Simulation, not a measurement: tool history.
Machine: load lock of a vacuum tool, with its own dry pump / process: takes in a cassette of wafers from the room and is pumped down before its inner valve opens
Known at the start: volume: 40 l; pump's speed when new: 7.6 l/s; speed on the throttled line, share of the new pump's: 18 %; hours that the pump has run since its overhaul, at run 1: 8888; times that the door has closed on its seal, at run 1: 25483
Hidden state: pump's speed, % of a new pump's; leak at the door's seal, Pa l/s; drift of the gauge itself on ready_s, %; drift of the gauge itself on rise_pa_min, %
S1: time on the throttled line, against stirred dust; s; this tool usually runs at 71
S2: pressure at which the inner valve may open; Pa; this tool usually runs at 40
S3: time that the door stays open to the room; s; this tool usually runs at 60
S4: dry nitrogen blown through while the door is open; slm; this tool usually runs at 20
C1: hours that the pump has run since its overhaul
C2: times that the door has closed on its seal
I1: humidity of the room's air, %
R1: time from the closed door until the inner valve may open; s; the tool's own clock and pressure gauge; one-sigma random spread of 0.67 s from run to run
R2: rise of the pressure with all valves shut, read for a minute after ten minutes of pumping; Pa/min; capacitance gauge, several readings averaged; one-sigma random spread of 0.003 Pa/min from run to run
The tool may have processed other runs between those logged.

run,hour,S1,S2,S3,S4,C1,C2,I1,R1,R2
1,0,71,40,60,20,8888,25483,43.4,100.4,0.033
2,267.4,71,45,60,20,9155,26278,48,97.8,0.039
3,577.3,132,40,60,20,9465,27198,46.9,150.5,0.034
4,743.5,71,42,60,20,9631,27692,45.9,98.6,0.033
5,950.9,71,42,60,20,9838,28309,42.7,99.1,0.031
6,1174.3,103,32,206,6,10062,28973,44.2,127.7,0.095

Run 7 has not been measured yet. What should we expect?
7,1347.8,71,36,60,4,10235,29488,41.6,?,?

Run 7 came out at R1 99.7 s, R2 0.057 Pa/min.
With the hidden condition absent and the run-to-run variation left alone, this run would have shown R1 99.7 s, R2 0.055 Pa/min.

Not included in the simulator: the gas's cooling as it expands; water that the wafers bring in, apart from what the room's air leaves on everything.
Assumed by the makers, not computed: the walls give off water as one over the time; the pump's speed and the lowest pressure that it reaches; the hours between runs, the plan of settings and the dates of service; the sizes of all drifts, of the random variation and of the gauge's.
